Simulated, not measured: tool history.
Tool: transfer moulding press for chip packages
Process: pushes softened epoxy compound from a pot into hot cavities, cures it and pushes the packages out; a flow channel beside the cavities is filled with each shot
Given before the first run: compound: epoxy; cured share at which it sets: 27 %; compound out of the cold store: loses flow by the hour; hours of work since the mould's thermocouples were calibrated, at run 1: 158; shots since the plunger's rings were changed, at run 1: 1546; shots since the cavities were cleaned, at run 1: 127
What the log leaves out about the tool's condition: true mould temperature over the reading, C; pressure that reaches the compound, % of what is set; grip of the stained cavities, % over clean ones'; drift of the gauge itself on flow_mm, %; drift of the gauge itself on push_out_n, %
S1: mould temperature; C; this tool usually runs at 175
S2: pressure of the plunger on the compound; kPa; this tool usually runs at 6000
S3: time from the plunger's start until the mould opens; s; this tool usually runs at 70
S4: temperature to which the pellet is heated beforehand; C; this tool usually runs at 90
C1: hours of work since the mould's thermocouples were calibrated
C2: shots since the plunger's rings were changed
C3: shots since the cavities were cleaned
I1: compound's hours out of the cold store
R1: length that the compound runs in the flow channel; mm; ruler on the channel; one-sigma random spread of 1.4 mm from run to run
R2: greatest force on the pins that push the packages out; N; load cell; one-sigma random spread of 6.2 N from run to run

| run | hour | S1 | S2 | S3 | S4 | C1 | C2 | C3 | I1 | R1 | R2 |
|---|---|---|---|---|---|---|---|---|---|---|---|
| 1 | 0 | 175 | 6000 | 70 | 90 | 158 | 1546 | 127 | 11.5 | 898 | 374 |
| 2 | 26.9 | 175 | 6000 | 70 | 90 | 169 | 1792 | 373 | 20 | 870 | 427 |
|  | 37.4 | cavities cleaned with cleaning compound and waxed |
| 3 | 65.4 | 175 | 6000 | 70 | 90 | 184 | 2132 | 257 | 9 | 904 | 423 |
|  | 89.6 | cavities cleaned with cleaning compound and waxed |
| 4 | 104.2 | 175 | 6000 | 70 | 90 | 200 | 2473 | 133 | 14 | 885 | 389 |
| 5 | 134.1 | 175 | 6000 | 70 | 100 | 212 | 2747 | 407 | 9.1 | 895 | 432 |
|  | 141 | cavities cleaned with cleaning compound and waxed |
| 6 | 165.4 | 175 | 6000 | 70 | 100 | 224 | 3020 | 224 | 9.3 | 896 | 385 |
|  | 191.4 | cavities cleaned with cleaning compound and waxed |
| 7 | 203.9 | 175 | 6000 | 70 | 100 | 239 | 3359 | 114 | 22.5 | 850 | 342 |
| 8 | 236.6 | 175 | 6000 | 70 | 100 | 253 | 3659 | 414 | 42.8 | 791 | 393 |
|  | 243.1 | cavities cleaned with cleaning compound and waxed |
| 9 | 276.1 | 175 | 6000 | 70 | 100 | 269 | 4006 | 302 | 16.5 | 865 | 426 |
|  | 292.9 | cavities cleaned with cleaning compound and waxed |
| 10 | 315.2 | 175 | 6000 | 80 | 90 | 284 | 4350 | 203 | 10.1 | 884 | 303 |
|  | 342.9 | cavities cleaned with cleaning compound and waxed |
| 11 | 350.5 | 175 | 5460 | 80 | 90 | 298 | 4661 | 70 | 44.3 | 750 | 278 |
|  | 368.5 | plunger's sealing rings changed |
| 12 | 381.3 | 175 | 5460 | 80 | 90 | 310 | 117 | 329 | 17.9 | 846 | 344 |
|  | 396.4 | cavities cleaned with cleaning compound and waxed |
| 13 | 404.9 | 175 | 6000 | 70 | 97 | 319 | 319 | 78 | 13.7 | 897 | 363 |
| 14 | 438.5 | 176 | 4970 | 70 | 99 | 333 | 627 | 386 | 20.9 | 792 | 390 |
|  | 447.4 | cavities cleaned with cleaning compound and waxed |
| 15 | 464.7 | 176 | 4970 | 70 | 99 | 343 | 853 | 159 | 27.4 | 772 | 348 |
| 16 | 492.1 | 181 | 4970 | 70 | 94 | 354 | 1104 | 410 | 13.1 | 801 | 325 |
|  | 496.7 | cavities cleaned with cleaning compound and waxed |
| 17 | 529.1 | 173 | 4720 | 70 | 80 | 369 | 1429 | 296 | 9 | 811 | 528 |
|  | 546.9 | cavities cleaned with cleaning compound and waxed |
| 18 | 551.5 | 173 | 4720 | 70 | 80 | 377 | 1621 | 42 | 25.4 | 764 | 417 |
| 19 | 568.7 | 176 | 5040 | 55 | 91 | 384 | 1778 | 199 | 42.5 | 736 | 662 |
| 20 | 584.6 | 176 | 5040 | 55 | 91 | 391 | 1924 | 345 | 17.8 | 802 | 773 |
|  | 597.1 | cavities cleaned with cleaning compound and waxed |
| 21 | 625.4 | 176 | 5040 | 55 | 91 | 407 | 2284 | 260 | 18.9 | 794 | 774 |
|  | 648.5 | cavities cleaned with cleaning compound and waxed |
| 22 | 653.4 | 176 | 5070 | 87 | 96 | 418 | 2526 | 45 | 12.2 | 815 | 245 |
| 23 | 691.9 | 176 | 5070 | 87 | 96 | 434 | 2879 | 398 | 23.2 | 781 | 308 |

What will run 24 give?
|  | 700.5 | cavities cleaned with cleaning compound and waxed |
| 24 | 731.4 | 177 | 5070 | 101 | 96 | 450 | 3227 | 283 | 36.1 | ? | ? |

R1: 743 mm
R2: 286 N
With the hidden condition absent and the run-to-run variation left alone, this run would have shown R1 759 mm, R2 234 N.
